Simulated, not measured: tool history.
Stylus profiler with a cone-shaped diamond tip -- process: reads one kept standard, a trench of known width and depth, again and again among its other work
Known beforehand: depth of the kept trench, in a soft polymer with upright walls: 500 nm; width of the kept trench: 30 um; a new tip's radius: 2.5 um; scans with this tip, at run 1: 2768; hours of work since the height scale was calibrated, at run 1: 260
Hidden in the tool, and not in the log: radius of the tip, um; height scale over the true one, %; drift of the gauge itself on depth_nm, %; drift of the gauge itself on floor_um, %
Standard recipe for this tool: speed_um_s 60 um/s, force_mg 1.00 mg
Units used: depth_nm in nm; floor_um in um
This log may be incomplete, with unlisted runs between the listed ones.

run	hour	speed_um_s	force_mg	scans with this tip	hours of work since the height scale was calibrated	depth_nm	floor_um
1	0.0	60	1.00	2768	260	503.52	26.51
2	32.4	60	1.00	2966	279	503.80	26.51
3	59.8	60	1.00	3132	295	503.73	26.55
4	108.8	60	1.00	3431	323	503.75	26.60
5	134.8	60	1.00	3589	338	503.70	26.55
6	175.8	60	1.00	3839	361	503.63	26.51
7	215.4	60	1.00	4080	384	503.55	26.54
8	263.7	68	1.00	4374	411	503.61	26.47
9	287.7	68	1.00	4520	425	503.84	26.49
10	315.9	68	1.00	4691	441	503.61	26.46
11	358.9	68	1.00	4953	466	503.64	26.45
12	404.7	68	1.00	5232	492	503.67	26.48
13	442.2	18	1.00	5461	514	503.67	26.83
14	485.5	18	1.00	5724	538	503.32	26.90
15	522.3	29	1.00	5948	560	503.85	26.76
16	569.1	29	1.00	6233	586	503.63	26.74
17	593.0	29	1.00	6379	600	503.78	26.77
18	621.6	29	1.00	6552	616	503.64	26.79
19	657.1	29	1.00	6769	637	503.58	26.76
20	704.0	29	1.00	7055	664	503.86	26.76
21	734.9	29	1.00	7243	681	503.54	26.76
22	764.5	29	1.00	7423	698	504.01	26.81
23	807.5	29	1.00	7685	723	503.74	26.77
24	846.4	225	1.00	7921	745	503.67	25.22
25	895.3	219	0.46	8219	773	502.31	24.54
26	938.7	219	0.46	8483	798	502.31	24.55
27	963.0	17	0.46	8631	812	502.28	26.73
28	993.4	76	1.67	8816	829	505.19	26.55
# hour 1000.4: height scale calibrated on a step standard
29	1018.5	16	0.44	8966	10	502.26	26.76
30	1045.6	126	0.44	9131	26	502.13	25.52
31	1087.4	47	2.67	9385	50	507.06	26.83
32	1108.5	82	1.00	9514	62	503.79	26.36
33	1152.4	38	2.96	9781	87	507.67	26.80
34	1185.3	31	0.71	9981	106	502.83	26.69
35	1206.8	31	0.71	10112	118	502.87	26.72
36	1254.8	230	0.35	10404	146	501.89	23.97
37	1297.6	90	0.46	10665	170	502.12	26.02
# hour 1310.6: new tip fitted, height scale calibrated
38	1349.5	20	0.76	237	22	503.22	26.85
39	1388.9	49	0.49	477	45	502.25	26.45
40	1434.3	24	0.55	753	71	502.68	26.75
41	1473.4	24	0.55	991	93	502.39	26.69

Hidden condition of the tool, last listed run before each entry between runs versus first listed run after:
After run 28, before run 29: height scale calibrated on a step standard (hour 1000.4)
  height scale over the true one, %: 0.003 -> 0
After run 37, before run 38: new tip fitted, height scale calibrated (hour 1310.6)
  radius of the tip, um: 2.52 -> 2.5; height scale over the true one, %: 0.001 -> 0

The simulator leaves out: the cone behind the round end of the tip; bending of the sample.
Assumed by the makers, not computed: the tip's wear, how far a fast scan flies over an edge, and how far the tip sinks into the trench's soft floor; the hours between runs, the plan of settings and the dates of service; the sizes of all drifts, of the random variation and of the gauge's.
